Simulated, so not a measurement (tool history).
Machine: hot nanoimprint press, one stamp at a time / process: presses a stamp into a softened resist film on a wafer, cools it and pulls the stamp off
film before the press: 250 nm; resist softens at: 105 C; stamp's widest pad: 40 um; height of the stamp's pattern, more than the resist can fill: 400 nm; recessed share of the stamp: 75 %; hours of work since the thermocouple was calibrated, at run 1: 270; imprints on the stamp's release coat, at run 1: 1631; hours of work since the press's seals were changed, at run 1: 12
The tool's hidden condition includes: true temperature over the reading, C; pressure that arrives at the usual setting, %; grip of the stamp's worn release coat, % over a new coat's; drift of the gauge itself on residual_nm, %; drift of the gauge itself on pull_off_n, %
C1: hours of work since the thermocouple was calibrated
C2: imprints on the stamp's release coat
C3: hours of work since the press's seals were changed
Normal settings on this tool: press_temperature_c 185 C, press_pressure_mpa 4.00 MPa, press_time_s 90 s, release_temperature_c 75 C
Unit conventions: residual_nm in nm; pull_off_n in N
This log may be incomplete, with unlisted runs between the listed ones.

{"run": 1, "day": 0.0, "press_temperature_c": 185, "press_pressure_mpa": 4.0, "press_time_s": 90, "release_temperature_c": 75, "C1": 270, "C2": 1631, "C3": 12, "residual_nm": 98.7, "pull_off_n": 158}
{"run": 2, "day": 0.317, "press_temperature_c": 185, "press_pressure_mpa": 4.0, "press_time_s": 90, "release_temperature_c": 75, "C1": 274, "C2": 1643, "C3": 16, "residual_nm": 98.5, "pull_off_n": 157}
{"run": 3, "day": 0.583, "press_temperature_c": 185, "press_pressure_mpa": 4.0, "press_time_s": 90, "release_temperature_c": 75, "C1": 277, "C2": 1653, "C3": 19, "residual_nm": 98.5, "pull_off_n": 161}
{"run": 4, "day": 0.779, "press_temperature_c": 185, "press_pressure_mpa": 4.0, "press_time_s": 90, "release_temperature_c": 64, "C1": 280, "C2": 1660, "C3": 21, "residual_nm": 98.4, "pull_off_n": 179}
{"run": 5, "day": 0.979, "press_temperature_c": 185, "press_pressure_mpa": 4.0, "press_time_s": 90, "release_temperature_c": 64, "C1": 282, "C2": 1668, "C3": 23, "residual_nm": 98.4, "pull_off_n": 180}
{"run": 6, "day": 1.292, "press_temperature_c": 185, "press_pressure_mpa": 4.0, "press_time_s": 90, "release_temperature_c": 64, "C1": 286, "C2": 1680, "C3": 27, "residual_nm": 98.1, "pull_off_n": 176}
{"run": 7, "day": 1.65, "press_temperature_c": 185, "press_pressure_mpa": 4.0, "press_time_s": 90, "release_temperature_c": 64, "C1": 290, "C2": 1693, "C3": 32, "residual_nm": 97.9, "pull_off_n": 178}
{"run": 8, "day": 1.983, "press_temperature_c": 185, "press_pressure_mpa": 4.0, "press_time_s": 90, "release_temperature_c": 64, "C1": 294, "C2": 1705, "C3": 36, "residual_nm": 97.8, "pull_off_n": 179}
{"run": 9, "day": 2.258, "press_temperature_c": 185, "press_pressure_mpa": 4.0, "press_time_s": 90, "release_temperature_c": 64, "C1": 298, "C2": 1716, "C3": 39, "residual_nm": 97.4, "pull_off_n": 176}
{"run": 10, "day": 2.638, "press_temperature_c": 185, "press_pressure_mpa": 4.35, "press_time_s": 90, "release_temperature_c": 75, "C1": 302, "C2": 1730, "C3": 43, "residual_nm": 93.0, "pull_off_n": 155}
{"run": 11, "day": 2.925, "press_temperature_c": 174, "press_pressure_mpa": 2.57, "press_time_s": 104, "release_temperature_c": 61, "C1": 306, "C2": 1740, "C3": 47, "residual_nm": 178.9, "pull_off_n": 183}
{"run": 12, "day": 3.2, "press_temperature_c": 186, "press_pressure_mpa": 2.94, "press_time_s": 54, "release_temperature_c": 81, "C1": 309, "C2": 1751, "C3": 50, "residual_nm": 129.9, "pull_off_n": 149}
{"run": 13, "day": 3.546, "press_temperature_c": 174, "press_pressure_mpa": 2.85, "press_time_s": 90, "release_temperature_c": 75, "C1": 313, "C2": 1764, "C3": 54, "residual_nm": 177.7, "pull_off_n": 156}
{"run": 14, "day": 3.754, "press_temperature_c": 174, "press_pressure_mpa": 2.85, "press_time_s": 90, "release_temperature_c": 75, "C1": 316, "C2": 1771, "C3": 57, "residual_nm": 177.4, "pull_off_n": 155}
{"run": 15, "day": 3.908, "press_temperature_c": 174, "press_pressure_mpa": 2.85, "press_time_s": 90, "release_temperature_c": 75, "C1": 317, "C2": 1777, "C3": 59, "residual_nm": 177.3, "pull_off_n": 153}
{"run": 16, "day": 4.138, "press_temperature_c": 185, "press_pressure_mpa": 3.68, "press_time_s": 77, "release_temperature_c": 75, "C1": 320, "C2": 1786, "C3": 61, "residual_nm": 106.8, "pull_off_n": 160}
{"day": 4.171, "done": "gauge calibrated"}
{"run": 17, "day": 4.367, "press_temperature_c": 187, "press_pressure_mpa": 4.0, "press_time_s": 90, "release_temperature_c": 64, "C1": 323, "C2": 1794, "C3": 64, "residual_nm": 90.0, "pull_off_n": 180}
{"run": 18, "day": 4.692, "press_temperature_c": 183, "press_pressure_mpa": 4.22, "press_time_s": 148, "release_temperature_c": 63, "C1": 327, "C2": 1806, "C3": 68, "residual_nm": 87.7, "pull_off_n": 177}

5 options for the next run, each taken on its own from the tool as it stands now. Forecast them:
{"run": "A", "day": 4.975, "press_temperature_c": 176, "press_pressure_mpa": 4.22, "press_time_s": 148, "release_temperature_c": 63, "C1": 330, "C2": 1817, "C3": 71, "residual_nm": "?", "pull_off_n": "?"}
{"run": "B", "day": 4.975, "press_temperature_c": 183, "press_pressure_mpa": 2.98, "press_time_s": 148, "release_temperature_c": 63, "C1": 330, "C2": 1817, "C3": 71, "residual_nm": "?", "pull_off_n": "?"}
{"run": "C", "day": 4.975, "press_temperature_c": 185, "press_pressure_mpa": 4.0, "press_time_s": 128, "release_temperature_c": 70, "C1": 330, "C2": 1817, "C3": 71, "residual_nm": "?", "pull_off_n": "?"}
{"run": "D", "day": 4.975, "press_temperature_c": 181, "press_pressure_mpa": 4.0, "press_time_s": 66, "release_temperature_c": 76, "C1": 330, "C2": 1817, "C3": 71, "residual_nm": "?", "pull_off_n": "?"}
{"run": "E", "day": 4.975, "press_temperature_c": 185, "press_pressure_mpa": 4.0, "press_time_s": 74, "release_temperature_c": 68, "C1": 330, "C2": 1817, "C3": 71, "residual_nm": "?", "pull_off_n": "?"}

run=A residual_nm=122.4 pull_off_n=182
run=B residual_nm=105.6 pull_off_n=179
run=C residual_nm=86.3 pull_off_n=162
run=D residual_nm=130.3 pull_off_n=154
run=E residual_nm=105.2 pull_off_n=168
What these runs would have given with no unlogged condition in the tool:
run=A residual_nm=122.9 pull_off_n=181
run=B residual_nm=106.1 pull_off_n=178
run=C residual_nm=86.7 pull_off_n=162
run=D residual_nm=131.0 pull_off_n=153
run=E residual_nm=105.7 pull_off_n=167
